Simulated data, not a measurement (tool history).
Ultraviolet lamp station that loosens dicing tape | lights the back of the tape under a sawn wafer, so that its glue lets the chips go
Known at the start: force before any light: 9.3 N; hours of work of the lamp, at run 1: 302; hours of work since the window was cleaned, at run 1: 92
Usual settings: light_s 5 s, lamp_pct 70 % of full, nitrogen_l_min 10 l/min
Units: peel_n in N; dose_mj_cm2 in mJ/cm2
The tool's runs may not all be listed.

run	hour	light_s	lamp_pct	nitrogen_l_min	hours of work of the lamp	hours of work since the window was cleaned	peel_n	dose_mj_cm2
1	0.0	5	70	10	302	92	0.928	298
2	21.2	5	88	10	317	107	0.567	369
3	54.6	5	88	10	339	129	0.559	366
4	86.3	5	88	10	361	151	0.565	367
5	115.3	5	85	10	380	170	0.635	346
6	140.7	5	96	10	398	188	0.479	392
7	161.4	5	65	10	412	202	1.199	258
8	192.4	5	65	10	433	223	1.225	256
9	206.7	5	65	10	442	232	1.210	262
10	237.6	9	81	14	463	253	0.137	573
# hour 241.2: window cleaned of glue's vapour
11	270.5	5	72	10	485	20	1.097	273
12	302.5	5	66	13	507	41	1.194	247
13	334.2	4	99	3	528	63	1.759	293
14	364.3	4	99	3	549	83	1.901	290
15	393.1	5	89	10	568	103	0.765	324
16	408.0	4	66	4	578	113	2.756	191
# hour 425.0: window cleaned of glue's vapour, once more
17	439.2	10	79	16	599	10	0.090	666
18	455.4	10	79	16	610	21	0.105	658

Forecast each of these 3 alternatives for the next run:
A	471.7	5	61	6	621	32	?	?
B	471.7	4	94	7	621	32	?	?
C	471.7	6	79	16	621	32	?	?

run	peel_n	dose_mj_cm2
A	1.643	253
B	1.017	311
C	0.355	394
Without the tool's hidden state the same runs would have given:
run	peel_n	dose_mj_cm2
A	1.367	281
B	0.807	345
C	0.267	437
